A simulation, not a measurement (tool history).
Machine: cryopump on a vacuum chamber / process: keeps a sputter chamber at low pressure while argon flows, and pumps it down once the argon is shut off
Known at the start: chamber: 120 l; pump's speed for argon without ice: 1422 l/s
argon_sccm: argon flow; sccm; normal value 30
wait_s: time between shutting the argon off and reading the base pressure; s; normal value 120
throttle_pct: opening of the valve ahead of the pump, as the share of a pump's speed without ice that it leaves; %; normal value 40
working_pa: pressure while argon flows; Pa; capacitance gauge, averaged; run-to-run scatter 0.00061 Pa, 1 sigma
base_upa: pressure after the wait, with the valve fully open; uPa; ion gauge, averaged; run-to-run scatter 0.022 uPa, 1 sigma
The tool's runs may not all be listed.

run   hour  argon_sccm  wait_s  throttle_pct  working_pa  base_upa
  1      0          30     120            40      0.0958      1.92
  2   27.7          26     120            40      0.0838      2.02
  3   56.9          26     120            40      0.0837      2.04
  4   83.2          26     120            40      0.0841       2.1
  5    110          26     120            40      0.0833      2.18
  6  136.1          26     120            40      0.0847      2.17
  7  150.3          26      86            40      0.0844       2.3
  8  166.9          26      86            40      0.0843      2.32
  9  195.8          30     120            40      0.0978      2.23
 10  209.5          30     120            40      0.0988      2.25
 11  236.4          30     120            16      0.2316      2.18
 12  253.3          30     120            30      0.1284      2.27
 13  284.5          52     120            40       0.171      2.36
 14  309.9          52     120            40      0.1719      2.36
 15  332.1          52     120            40      0.1708       2.3
 16  359.7          52     120            40      0.1733       2.5
 17  387.1          52     120            40      0.1732      2.39
 18  411.8          24     276            21      0.1445      2.29
 19    436          19      93            23      0.1059      2.68
 20    450          37      93            20      0.2339      2.58
 21  468.7          37      93            20      0.2366      2.63
 22  484.6          37      93            20      0.2342      2.77
 23  515.7          37      93            20      0.2355      2.77

What does the tool deliver on the next run?
 24  538.4          30     120            32           ?         ?

{"run 24": {"working_pa": 0.1237, "base_upa": 2.63}}
Had the tool carried no hidden state, the very same run would have given working_pa 0.1116 Pa, base_upa 0.57 uPa.
